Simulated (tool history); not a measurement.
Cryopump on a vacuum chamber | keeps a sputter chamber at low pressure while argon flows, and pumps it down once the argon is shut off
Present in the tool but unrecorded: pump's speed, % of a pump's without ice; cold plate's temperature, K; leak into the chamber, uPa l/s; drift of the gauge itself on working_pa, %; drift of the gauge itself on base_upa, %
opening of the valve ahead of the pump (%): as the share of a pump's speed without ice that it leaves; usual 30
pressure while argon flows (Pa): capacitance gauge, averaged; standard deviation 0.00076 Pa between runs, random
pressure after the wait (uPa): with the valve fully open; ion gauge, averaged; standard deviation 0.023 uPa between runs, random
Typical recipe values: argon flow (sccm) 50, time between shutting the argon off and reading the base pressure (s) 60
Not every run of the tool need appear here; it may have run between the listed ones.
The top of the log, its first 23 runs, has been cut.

run     day  argon flow (sccm)  time between shutting the argon off and reading the base pressure (s)  opening of the valve ahead of the pump (%)  hours of work since the pump was warmed up and emptied  hours of work since the cold head was overhauled  hours of work since the chamber's fittings were tightened  pressure while argon flows (Pa)  pressure after the wait (uPa)
 24  23.896                 23                                                                     35                                          35                                                     397                                              1060                                                        157                           0.0605                           1.29
 25  24.867                 50                                                                     60                                          18                                                     415                                              1078                                                        175                           0.2497                           0.92
 26  25.608                 50                                                                     92                                          29                                                     429                                              1092                                                        189                           0.1605                           0.69
 27  26.762                 50                                                                     58                                          17                                                     450                                              1113                                                        210                           0.2658                           0.95
 28  27.633                 57                                                                    297                                          37                                                     466                                              1129                                                        226                           0.1463                           0.53
 29  28.279                 50                                                                    182                                          30                                                     478                                              1141                                                        238                           0.1571                            0.6
 30  29.121                 28                                                                    251                                          19                                                     493                                              1156                                                        253                           0.1341                           0.55
 31  29.842                 29                                                                    173                                          30                                                     507                                              1169                                                        266                           0.0904                           0.63
 32  31.075                 43                                                                     23                                          15                                                     529                                              1192                                                        289                           0.2609                           1.97
 33  31.967                 43                                                                     23                                          15                                                     546                                              1209                                                        306                           0.2602                           1.94
 34  33.092                 43                                                                     23                                          15                                                     566                                              1229                                                        326                           0.2606                           1.93

Consider 3 possible next runs. They are alternatives, not a sequence: every one starts from the tool as it was left by run 34. What does each give?
  A  34.058                 22                                                                    215                                          15                                                     584                                              1247                                                        344                                ?                              ?
  B  34.058                 50                                                                     60                                          38                                                     584                                              1247                                                        344                                ?                              ?
  C  34.058                 50                                                                    110                                          30                                                     584                                              1247                                                        344                                ?                              ?

run  pressure while argon flows (Pa)  pressure after the wait (uPa)
  A                           0.1331                           0.69
  B                           0.1296                           1.05
  C                           0.1584                           0.82
Without the tool's unlogged condition, the same runs would have read:
run  pressure while argon flows (Pa)  pressure after the wait (uPa)
  A                           0.1259                           0.32
  B                            0.113                           0.69
  C                            0.142                           0.46
